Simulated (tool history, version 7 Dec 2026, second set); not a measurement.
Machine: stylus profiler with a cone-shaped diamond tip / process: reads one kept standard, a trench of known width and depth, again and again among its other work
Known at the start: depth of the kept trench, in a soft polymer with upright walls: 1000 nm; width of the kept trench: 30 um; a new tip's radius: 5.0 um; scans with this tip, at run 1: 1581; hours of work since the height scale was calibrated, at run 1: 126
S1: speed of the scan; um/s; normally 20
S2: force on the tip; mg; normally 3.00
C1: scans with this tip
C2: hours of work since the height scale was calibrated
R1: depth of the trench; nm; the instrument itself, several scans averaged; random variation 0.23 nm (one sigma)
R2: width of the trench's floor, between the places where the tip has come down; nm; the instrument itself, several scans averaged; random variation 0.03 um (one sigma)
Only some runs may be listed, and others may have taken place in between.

{"run": 1, "hour": 0.0, "S1": 20, "S2": 3.0, "C1": 1581, "C2": 126, "R1": 1009.65, "R2": 23950}
{"run": 2, "hour": 39.7, "S1": 20, "S2": 3.0, "C1": 1940, "C2": 155, "R1": 1009.82, "R2": 23970}
{"run": 3, "hour": 87.0, "S1": 20, "S2": 3.0, "C1": 2369, "C2": 189, "R1": 1009.97, "R2": 23930}
{"run": 4, "hour": 143.6, "S1": 10, "S2": 3.0, "C1": 2882, "C2": 230, "R1": 1009.65, "R2": 23980}
{"run": 5, "hour": 197.2, "S1": 20, "S2": 2.97, "C1": 3367, "C2": 269, "R1": 1009.79, "R2": 23950}
{"run": 6, "hour": 224.8, "S1": 20, "S2": 3.39, "C1": 3617, "C2": 289, "R1": 1010.68, "R2": 23900}
{"run": 7, "hour": 254.4, "S1": 20, "S2": 4.87, "C1": 3885, "C2": 311, "R1": 1013.87, "R2": 23930}
{"run": 8, "hour": 305.7, "S1": 20, "S2": 2.77, "C1": 4350, "C2": 348, "R1": 1009.41, "R2": 23940}
{"run": 9, "hour": 347.9, "S1": 20, "S2": 1.2, "C1": 4732, "C2": 378, "R1": 1005.17, "R2": 23900}
{"run": 10, "hour": 381.0, "S1": 20, "S2": 1.2, "C1": 5032, "C2": 402, "R1": 1005.07, "R2": 23880}
{"run": 11, "hour": 416.0, "S1": 20, "S2": 3.0, "C1": 5349, "C2": 427, "R1": 1009.17, "R2": 23940}
{"run": 12, "hour": 446.4, "S1": 20, "S2": 3.0, "C1": 5625, "C2": 450, "R1": 1009.27, "R2": 23920}
{"run": 13, "hour": 487.4, "S1": 20, "S2": 3.0, "C1": 5996, "C2": 479, "R1": 1010.07, "R2": 23940}
{"run": 14, "hour": 514.2, "S1": 13, "S2": 3.0, "C1": 6238, "C2": 499, "R1": 1010.04, "R2": 23960}
{"run": 15, "hour": 567.4, "S1": 31, "S2": 3.0, "C1": 6720, "C2": 537, "R1": 1009.63, "R2": 23890}
{"run": 16, "hour": 613.8, "S1": 7, "S2": 1.5, "C1": 7141, "C2": 571, "R1": 1006.12, "R2": 23910}
{"run": 17, "hour": 644.3, "S1": 7, "S2": 1.5, "C1": 7417, "C2": 593, "R1": 1006.37, "R2": 23950}
{"run": 18, "hour": 695.0, "S1": 31, "S2": 1.5, "C1": 7876, "C2": 629, "R1": 1006.17, "R2": 23840}
{"run": 19, "hour": 749.6, "S1": 23, "S2": 1.11, "C1": 8371, "C2": 669, "R1": 1004.83, "R2": 23870}
{"run": 20, "hour": 792.4, "S1": 23, "S2": 4.58, "C1": 8758, "C2": 700, "R1": 1012.63, "R2": 23950}
{"run": 21, "hour": 832.9, "S1": 67, "S2": 4.57, "C1": 9124, "C2": 729, "R1": 1013.26, "R2": 23820}
{"run": 22, "hour": 880.5, "S1": 24, "S2": 1.45, "C1": 9556, "C2": 764, "R1": 1006.42, "R2": 23890}
{"run": 23, "hour": 936.1, "S1": 10, "S2": 2.15, "C1": 10060, "C2": 804, "R1": 1007.88, "R2": 23950}
{"run": 24, "hour": 974.3, "S1": 10, "S2": 2.15, "C1": 10405, "C2": 832, "R1": 1007.45, "R2": 23910}
{"run": 25, "hour": 1018.0, "S1": 5, "S2": 1.33, "C1": 10802, "C2": 863, "R1": 1005.95, "R2": 23970}
{"hour": 1027.5, "done": "new tip fitted, height scale calibrated"}
{"run": 26, "hour": 1059.8, "S1": 20, "S2": 4.02, "C1": 292, "C2": 23, "R1": 1011.72, "R2": 24000}
{"run": 27, "hour": 1093.1, "S1": 8, "S2": 7.42, "C1": 594, "C2": 47, "R1": 1017.8, "R2": 23960}

Predict each of these 5 candidate next runs independently; none follows another, all start after run 27:
{"run": "A", "hour": 1132.7, "S1": 22, "S2": 1.87, "C1": 952, "C2": 76, "R1": "?", "R2": "?"}
{"run": "B", "hour": 1132.7, "S1": 8, "S2": 1.32, "C1": 952, "C2": 76, "R1": "?", "R2": "?"}
{"run": "C", "hour": 1132.7, "S1": 21, "S2": 4.33, "C1": 952, "C2": 76, "R1": "?", "R2": "?"}
{"run": "D", "hour": 1132.7, "S1": 61, "S2": 7.42, "C1": 952, "C2": 76, "R1": "?", "R2": "?"}
{"run": "E", "hour": 1132.7, "S1": 17, "S2": 3.0, "C1": 952, "C2": 76, "R1": "?", "R2": "?"}

run=A R1=1006.93 R2=23920
run=B R1=1005.68 R2=23970
run=C R1=1012.39 R2=23960
run=D R1=1018.19 R2=23870
run=E R1=1009.83 R2=23990
Take away the tool's hidden state, keep each run's random variation, and the runs would have read:
run=A R1=1006.93 R2=23920
run=B R1=1005.68 R2=23980
run=C R1=1012.39 R2=23970
run=D R1=1018.19 R2=23880
run=E R1=1009.83 R2=23990

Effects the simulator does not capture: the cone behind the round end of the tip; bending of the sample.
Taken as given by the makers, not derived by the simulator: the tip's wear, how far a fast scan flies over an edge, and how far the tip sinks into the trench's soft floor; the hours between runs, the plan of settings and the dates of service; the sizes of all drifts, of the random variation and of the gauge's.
